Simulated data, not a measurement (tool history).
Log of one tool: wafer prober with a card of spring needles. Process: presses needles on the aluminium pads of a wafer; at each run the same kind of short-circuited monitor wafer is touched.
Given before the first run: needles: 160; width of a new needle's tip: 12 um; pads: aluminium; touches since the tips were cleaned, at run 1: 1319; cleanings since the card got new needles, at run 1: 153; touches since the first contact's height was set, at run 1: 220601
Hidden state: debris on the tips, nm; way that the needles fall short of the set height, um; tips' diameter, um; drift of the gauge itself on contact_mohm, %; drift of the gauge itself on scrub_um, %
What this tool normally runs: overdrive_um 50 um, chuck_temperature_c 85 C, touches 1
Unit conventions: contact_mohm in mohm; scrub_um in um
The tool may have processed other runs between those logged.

run    hour  overdrive_um  chuck_temperature_c  touches  touches since the tips were cleaned  cleanings since the card got new needles  touches since the first contact's height was set  contact_mohm  scrub_um
  1     0.0            50                   85        1                                 1319                                       153                                            220601           350      6.96
        5.9  -- tips cleaned on abrasive film
       20.4  -- tips cleaned on abrasive film
       34.9  -- tips cleaned on abrasive film
       49.5  -- tips cleaned on abrasive film
       58.4  -- height of the first contact set anew
       64.3  -- tips cleaned on abrasive film
       78.8  -- tips cleaned on abrasive film
  2    89.3            50                   85        1                                 2188                                       159                                              6428           340      8.26
       92.2  -- tips cleaned on abrasive film
      106.8  -- tips cleaned on abrasive film
      121.3  -- tips cleaned on abrasive film
      135.8  -- tips cleaned on abrasive film
      150.4  -- tips cleaned on abrasive film
      164.9  -- tips cleaned on abrasive film
  3   168.1            50                   85        1                                  665                                       165                                             22843           335      8.17
      176.8  -- tips cleaned on abrasive film
      191.4  -- tips cleaned on abrasive film
      205.9  -- tips cleaned on abrasive film
      217.6  -- tips cleaned on abrasive film
  4   228.7            50                   85        1                                 2331                                       169                                             35473           344      8.00
      231.7  -- tips cleaned on abrasive film
      246.2  -- tips cleaned on abrasive film
      260.7  -- tips cleaned on abrasive film
      272.4  -- tips cleaned on abrasive film
      286.9  -- tips cleaned on abrasive film
      298.5  -- tips cleaned on abrasive film
  5   308.8            61                   85        1                                 2160                                       175                                             52172           333      9.49
      311.8  -- tips cleaned on abrasive film
      326.4  -- tips cleaned on abrasive film
      340.9  -- tips cleaned on abrasive film
      355.4  -- tips cleaned on abrasive film
      367.1  -- tips cleaned on abrasive film
      381.6  -- tips cleaned on abrasive film
      394.0  -- tips cleaned on abrasive film
  6   394.0            61                   85        1                                    0                                       182                                             69902           311      9.62
      408.6  -- tips cleaned on abrasive film
      423.1  -- tips cleaned on abrasive film
      437.6  -- tips cleaned on abrasive film
      449.3  -- tips cleaned on abrasive film
      463.8  -- tips cleaned on abrasive film
  7   470.3            50                   85        1                                 1370                                       187                                             85808           345      7.60
      476.2  -- tips cleaned on abrasive film
      490.7  -- tips cleaned on abrasive film
      505.3  -- tips cleaned on abrasive film
  8   514.3            54                   85        1                                 1907                                       190                                             94983           341      8.25
      517.3  -- tips cleaned on abrasive film
      531.9  -- tips cleaned on abrasive film
      546.4  -- tips cleaned on abrasive film
      558.0  -- tips cleaned on abrasive film
      572.6  -- tips cleaned on abrasive film
      587.1  -- tips cleaned on abrasive film
  9   593.8            41                   85        1                                 1409                                       196                                            111532           371      5.89
      599.7  -- tips cleaned on abrasive film
      614.2  -- tips cleaned on abrasive film
      628.8  -- tips cleaned on abrasive film
      643.3  -- tips cleaned on abrasive film
      657.8  -- tips cleaned on abrasive film
 10   658.9            41                   85        1                                  226                                       201                                            125086           344      6.03
      670.6  -- tips cleaned on abrasive film
      685.1  -- tips cleaned on abrasive film
      699.6  -- tips cleaned on abrasive film
      711.3  -- tips cleaned on abrasive film
 11   719.3            41                   49        1                                 1685                                       205                                            137676           370      6.14
      725.2  -- tips cleaned on abrasive film
      739.7  -- tips cleaned on abrasive film
      751.4  -- tips cleaned on abrasive film
 12   761.0            41                   49        1                                 2024                                       208                                            146364           384      5.77
      764.0  -- tips cleaned on abrasive film
      778.5  -- tips cleaned on abrasive film
      793.0  -- tips cleaned on abrasive film
      804.7  -- tips cleaned on abrasive film
 13   815.5            41                   49        1                                 2273                                       212                                            157724           393      5.77
      818.5  -- tips cleaned on abrasive film
      833.1  -- tips cleaned on abrasive film
      847.6  -- tips cleaned on abrasive film
      859.2  -- tips cleaned on abrasive film
      873.8  -- tips cleaned on abrasive film
      888.3  -- tips cleaned on abrasive film
 14   895.2            31                   43        2                                 1440                                       218                                            174308           419      4.03
      901.0  -- tips cleaned on abrasive film
      912.7  -- tips cleaned on abrasive film
      927.2  -- tips cleaned on abrasive film
      938.9  -- tips cleaned on abrasive film
      953.4  -- tips cleaned on abrasive film
      967.9  -- tips cleaned on abrasive film
      979.7  -- tips cleaned on abrasive film
 15   979.7            31                   43        2                                    0                                       225                                            191904           350      3.91
      991.4  -- tips cleaned on abrasive film
     1005.9  -- tips cleaned on abrasive film
     1017.6  -- tips cleaned on abrasive film
     1032.1  -- tips cleaned on abrasive film
     1043.8  -- tips cleaned on abrasive film
 16  1046.1            35                   83        1                                  498                                       230                                            205741           393      4.59
     1057.8  -- tips cleaned on abrasive film
     1072.3  -- tips cleaned on abrasive film
     1086.9  -- tips cleaned on abrasive film
 17  1096.7            35                   83        2                                 2075                                       233                                            216297           422      4.30
     1099.7  -- tips cleaned on abrasive film
     1111.4  -- tips cleaned on abrasive film
     1125.9  -- tips cleaned on abrasive film
     1140.5  -- tips cleaned on abrasive film
     1155.0  -- tips cleaned on abrasive film
     1169.5  -- tips cleaned on abrasive film
     1175.6  -- height of the first contact set anew
 18  1180.8            61                   33        1                                 2307                                       239                                              1095           318     10.00
     1183.8  -- tips cleaned on abrasive film
     1198.3  -- tips cleaned on abrasive film
     1212.9  -- tips cleaned on abrasive film
     1227.4  -- tips cleaned on abrasive film
     1241.6  -- tips cleaned on abrasive film
 19  1241.6            50                   30        1                                    0                                       244                                             13750           298      8.20
     1256.1  -- tips cleaned on abrasive film
     1270.7  -- tips cleaned on abrasive film
     1285.2  -- tips cleaned on abrasive film
 20  1290.9            50                  102        1                                 1201                                       247                                             24037           353      7.91
     1299.7  -- tips cleaned on abrasive film
     1314.2  -- tips cleaned on abrasive film
     1328.8  -- tips cleaned on abrasive film
     1340.4  -- tips cleaned on abrasive film
     1354.9  -- tips cleaned on abrasive film
     1369.5  -- tips cleaned on abrasive film
 21  1371.3            37                   98        2                                  375                                       253                                             40767           353      6.08
     1382.9  -- tips cleaned on abrasive film
     1397.4  -- tips cleaned on abrasive film
     1412.0  -- tips cleaned on abrasive film
     1426.5  -- tips cleaned on abrasive film
     1441.0  -- tips cleaned on abrasive film
     1455.6  -- tips cleaned on abrasive film
 22  1463.3            64                   85        1                                 1633                                       259                                             59966           335     10.17

The next listed run, before its measurement:
     1469.2  -- tips cleaned on abrasive film
     1483.8  -- tips cleaned on abrasive film
     1498.3  -- tips cleaned on abrasive film
     1512.8  -- tips cleaned on abrasive film
 23  1522.2            64                   85        1                                 1957                                       263                                             72222             ?         ?

Run 23 gave contact_mohm 337 mohm, scrub_um 10.08 um.
Take away the tool's hidden state, keep the run-to-run variation as it was, and the same run would have given contact_mohm 294 mohm, scrub_um 10.51 um.
